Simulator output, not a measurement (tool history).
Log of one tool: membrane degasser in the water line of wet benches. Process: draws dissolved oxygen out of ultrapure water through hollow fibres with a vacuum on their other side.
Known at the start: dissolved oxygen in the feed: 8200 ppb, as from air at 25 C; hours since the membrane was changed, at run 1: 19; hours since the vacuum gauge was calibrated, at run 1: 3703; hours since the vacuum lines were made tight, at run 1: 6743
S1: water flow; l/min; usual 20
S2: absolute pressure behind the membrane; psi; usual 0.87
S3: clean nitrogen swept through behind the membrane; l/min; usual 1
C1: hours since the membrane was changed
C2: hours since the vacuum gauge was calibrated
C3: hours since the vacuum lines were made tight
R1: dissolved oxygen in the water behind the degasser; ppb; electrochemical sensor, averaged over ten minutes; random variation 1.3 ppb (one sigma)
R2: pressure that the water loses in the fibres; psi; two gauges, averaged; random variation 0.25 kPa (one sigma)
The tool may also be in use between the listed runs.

run,hour,S1,S2,S3,C1,C2,C3,R1,R2
1,0,20,0.87,1,19,3703,6743,127.5,9.528
2,54,13,0.87,1,73,3757,6797,84.9,6.155
3,121.4,13,0.87,1,141,3825,6864,85.1,6.139
4,168.7,13,0.87,1,188,3872,6911,83.7,6.138
5,226.4,13,0.87,1,246,3930,6969,85.2,6.193
# hour 247: vacuum gauge calibrated
6,281.1,13,0.87,1,300,34,7023,85.5,6.164
7,331,13,0.87,1,350,84,7073,84.4,6.183
8,396.1,20,0.87,0.59,415,149,7138,197.4,9.49
9,444.8,20,0.87,0.58,464,198,7187,197.9,9.504
10,488.6,20,0.87,0.58,508,242,7231,199.1,9.542
11,548.2,20,0.87,0.58,567,301,7290,201.4,9.519
12,601.7,20,0.87,0.58,621,355,7344,202.2,9.458
13,653.5,20,0.87,0.58,672,407,7396,195.5,9.485
14,690.3,20,0.87,1,709,443,7432,129.3,9.456
15,750.2,13,0.57,1.73,769,503,7492,13.6,6.129
16,791.1,13,0.754,1.73,810,544,7533,36.6,6.15
17,844.9,28,0.754,0.59,864,598,7587,202.5,13.225
18,889.2,31,0.615,1.9,908,642,7631,75.8,14.717
19,919.7,20,0.87,0.43,939,673,7662,251.7,9.48
20,986.7,20,1.275,1,1006,740,7729,250.8,9.545
21,1035.2,20,1.275,1,1054,788,7777,247.8,9.475
22,1092.6,20,0.87,1.16,1112,846,7835,112.2,9.48
23,1146.1,20,0.87,1.16,1165,899,7888,111.1,9.491
24,1187.5,29,1.449,0.44,1206,941,7930,771.8,13.681
25,1243.3,15,1.449,1.92,1262,996,7985,126.3,7.142
26,1295.7,14,2.109,0.84,1315,1049,8038,412.3,6.598
27,1353.7,14,2.109,0.84,1373,1107,8096,413.8,6.638
28,1409.1,32,0.892,0.81,1428,1162,8151,276.7,15.261

Hidden state at the last listed run before each entry between runs and at the first one after, where it differs:
Between runs 5 and 6: vacuum gauge calibrated (hour 247)
  no hidden state differs between the two runs
